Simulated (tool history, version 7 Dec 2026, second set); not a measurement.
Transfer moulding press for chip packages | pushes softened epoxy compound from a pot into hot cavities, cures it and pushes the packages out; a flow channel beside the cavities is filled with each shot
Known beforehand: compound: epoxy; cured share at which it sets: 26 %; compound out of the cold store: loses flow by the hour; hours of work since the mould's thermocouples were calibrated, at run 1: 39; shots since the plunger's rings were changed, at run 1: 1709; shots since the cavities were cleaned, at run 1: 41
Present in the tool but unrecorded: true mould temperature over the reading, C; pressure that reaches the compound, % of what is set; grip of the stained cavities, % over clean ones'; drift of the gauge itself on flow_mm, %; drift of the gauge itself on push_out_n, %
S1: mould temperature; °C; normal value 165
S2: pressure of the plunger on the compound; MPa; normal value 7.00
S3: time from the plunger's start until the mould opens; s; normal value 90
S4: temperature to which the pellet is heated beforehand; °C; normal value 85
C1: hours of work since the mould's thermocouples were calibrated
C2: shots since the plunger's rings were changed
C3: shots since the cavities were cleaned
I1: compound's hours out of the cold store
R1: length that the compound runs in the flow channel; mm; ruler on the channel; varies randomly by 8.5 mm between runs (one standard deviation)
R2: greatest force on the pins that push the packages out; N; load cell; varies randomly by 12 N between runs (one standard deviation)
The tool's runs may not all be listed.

{"run": 1, "hour": 0.0, "S1": 165, "S2": 7.0, "S3": 90, "S4": 85, "C1": 39, "C2": 1709, "C3": 41, "I1": 32.6, "R1": 931, "R2": 555}
{"run": 2, "hour": 10.2, "S1": 165, "S2": 7.0, "S3": 90, "S4": 85, "C1": 46, "C2": 1845, "C3": 177, "I1": 23.9, "R1": 961, "R2": 707}
{"run": 3, "hour": 22.9, "S1": 165, "S2": 7.0, "S3": 90, "S4": 85, "C1": 56, "C2": 2016, "C3": 348, "I1": 40.4, "R1": 881, "R2": 817}
{"run": 4, "hour": 37.9, "S1": 165, "S2": 7.0, "S3": 90, "S4": 85, "C1": 67, "C2": 2217, "C3": 549, "I1": 26.1, "R1": 948, "R2": 914}
{"run": 5, "hour": 48.1, "S1": 165, "S2": 7.0, "S3": 90, "S4": 93, "C1": 75, "C2": 2353, "C3": 685, "I1": 25.0, "R1": 970, "R2": 970}
{"hour": 56.5, "done": "cavities cleaned with cleaning compound and waxed"}
{"run": 6, "hour": 59.2, "S1": 165, "S2": 7.0, "S3": 126, "S4": 93, "C1": 82, "C2": 2482, "C3": 37, "I1": 33.0, "R1": 911, "R2": 912}
{"run": 7, "hour": 70.6, "S1": 157, "S2": 7.0, "S3": 90, "S4": 85, "C1": 90, "C2": 2634, "C3": 189, "I1": 43.9, "R1": 882, "R2": 2011}
{"run": 8, "hour": 78.7, "S1": 157, "S2": 7.0, "S3": 90, "S4": 85, "C1": 96, "C2": 2742, "C3": 297, "I1": 9.5, "R1": 1077, "R2": 2254}
{"run": 9, "hour": 85.9, "S1": 157, "S2": 7.0, "S3": 90, "S4": 85, "C1": 102, "C2": 2839, "C3": 394, "I1": 9.0, "R1": 1073, "R2": 2331}
{"run": 10, "hour": 97.4, "S1": 157, "S2": 7.0, "S3": 90, "S4": 85, "C1": 110, "C2": 2993, "C3": 548, "I1": 14.6, "R1": 1060, "R2": 2255}
{"run": 11, "hour": 108.3, "S1": 157, "S2": 7.0, "S3": 90, "S4": 85, "C1": 118, "C2": 3138, "C3": 693, "I1": 32.5, "R1": 933, "R2": 2201}
{"hour": 115.4, "done": "cavities cleaned with cleaning compound and waxed"}
{"run": 12, "hour": 119.9, "S1": 157, "S2": 7.0, "S3": 90, "S4": 85, "C1": 126, "C2": 3273, "C3": 59, "I1": 23.7, "R1": 996, "R2": 1139}
{"run": 13, "hour": 130.0, "S1": 157, "S2": 7.0, "S3": 90, "S4": 85, "C1": 133, "C2": 3408, "C3": 194, "I1": 45.2, "R1": 874, "R2": 1218}
{"run": 14, "hour": 141.6, "S1": 157, "S2": 7.0, "S3": 90, "S4": 78, "C1": 142, "C2": 3564, "C3": 350, "I1": 34.3, "R1": 914, "R2": 1516}
{"run": 15, "hour": 148.2, "S1": 161, "S2": 5.62, "S3": 77, "S4": 95, "C1": 147, "C2": 3652, "C3": 438, "I1": 43.9, "R1": 780, "R2": 1371}
{"hour": 151.1, "done": "cavities cleaned with cleaning compound and waxed, once more"}
{"run": 16, "hour": 158.1, "S1": 163, "S2": 7.0, "S3": 90, "S4": 85, "C1": 153, "C2": 3765, "C3": 95, "I1": 18.1, "R1": 991, "R2": 747}
{"run": 17, "hour": 169.2, "S1": 163, "S2": 7.0, "S3": 90, "S4": 85, "C1": 161, "C2": 3913, "C3": 243, "I1": 39.7, "R1": 880, "R2": 833}
{"hour": 182.8, "done": "plunger's sealing rings changed"}
{"run": 18, "hour": 186.1, "S1": 167, "S2": 6.54, "S3": 96, "S4": 77, "C1": 172, "C2": 44, "C3": 436, "I1": 47.7, "R1": 840, "R2": 743}
{"run": 19, "hour": 195.9, "S1": 167, "S2": 6.54, "S3": 96, "S4": 77, "C1": 179, "C2": 175, "C3": 567, "I1": 24.6, "R1": 954, "R2": 835}
{"run": 20, "hour": 205.2, "S1": 167, "S2": 6.54, "S3": 96, "S4": 93, "C1": 186, "C2": 300, "C3": 692, "I1": 27.0, "R1": 918, "R2": 843}
{"hour": 212.2, "done": "cavities cleaned with cleaning compound and waxed"}
{"run": 21, "hour": 217.1, "S1": 163, "S2": 6.54, "S3": 96, "S4": 93, "C1": 194, "C2": 439, "C3": 66, "I1": 30.2, "R1": 930, "R2": 615}
{"run": 22, "hour": 229.3, "S1": 164, "S2": 6.54, "S3": 119, "S4": 93, "C1": 203, "C2": 602, "C3": 229, "I1": 44.6, "R1": 837, "R2": 608}
{"run": 23, "hour": 238.5, "S1": 165, "S2": 6.48, "S3": 90, "S4": 85, "C1": 210, "C2": 725, "C3": 352, "I1": 24.5, "R1": 938, "R2": 800}
{"run": 24, "hour": 252.5, "S1": 165, "S2": 8.49, "S3": 90, "S4": 85, "C1": 220, "C2": 912, "C3": 539, "I1": 25.1, "R1": 1076, "R2": 936}
{"run": 25, "hour": 267.4, "S1": 164, "S2": 7.0, "S3": 90, "S4": 86, "C1": 232, "C2": 1112, "C3": 739, "I1": 8.8, "R1": 1069, "R2": 1106}
{"hour": 271.2, "done": "cavities cleaned with cleaning compound and waxed"}
{"run": 26, "hour": 281.2, "S1": 164, "S2": 7.0, "S3": 90, "S4": 86, "C1": 241, "C2": 1276, "C3": 133, "I1": 38.1, "R1": 905, "R2": 729}
{"run": 27, "hour": 288.4, "S1": 164, "S2": 7.0, "S3": 90, "S4": 86, "C1": 246, "C2": 1372, "C3": 229, "I1": 45.2, "R1": 866, "R2": 750}
{"run": 28, "hour": 300.6, "S1": 170, "S2": 7.0, "S3": 119, "S4": 85, "C1": 255, "C2": 1536, "C3": 393, "I1": 47.8, "R1": 836, "R2": 680}

Here are 4 independent what-if runs from the current tool condition. What would each one return?
{"run": "A", "hour": 311.4, "S1": 159, "S2": 6.99, "S3": 122, "S4": 85, "C1": 263, "C2": 1680, "C3": 537, "I1": 13.0, "R1": "?", "R2": "?"}
{"run": "B", "hour": 311.4, "S1": 170, "S2": 7.0, "S3": 109, "S4": 85, "C1": 263, "C2": 1680, "C3": 537, "I1": 31.0, "R1": "?", "R2": "?"}
{"run": "C", "hour": 311.4, "S1": 165, "S2": 7.61, "S3": 111, "S4": 78, "C1": 263, "C2": 1680, "C3": 537, "I1": 19.3, "R1": "?", "R2": "?"}
{"run": "D", "hour": 311.4, "S1": 167, "S2": 5.51, "S3": 90, "S4": 85, "C1": 263, "C2": 1680, "C3": 537, "I1": 11.7, "R1": "?", "R2": "?"}

run=A R1=1058 R2=874
run=B R1=920 R2=751
run=C R1=1039 R2=770
run=D R1=916 R2=898
Without the tool's hidden state the same runs would have given:
run=A R1=1086 R2=524
run=B R1=944 R2=452
run=C R1=1066 R2=463
run=D R1=940 R2=542
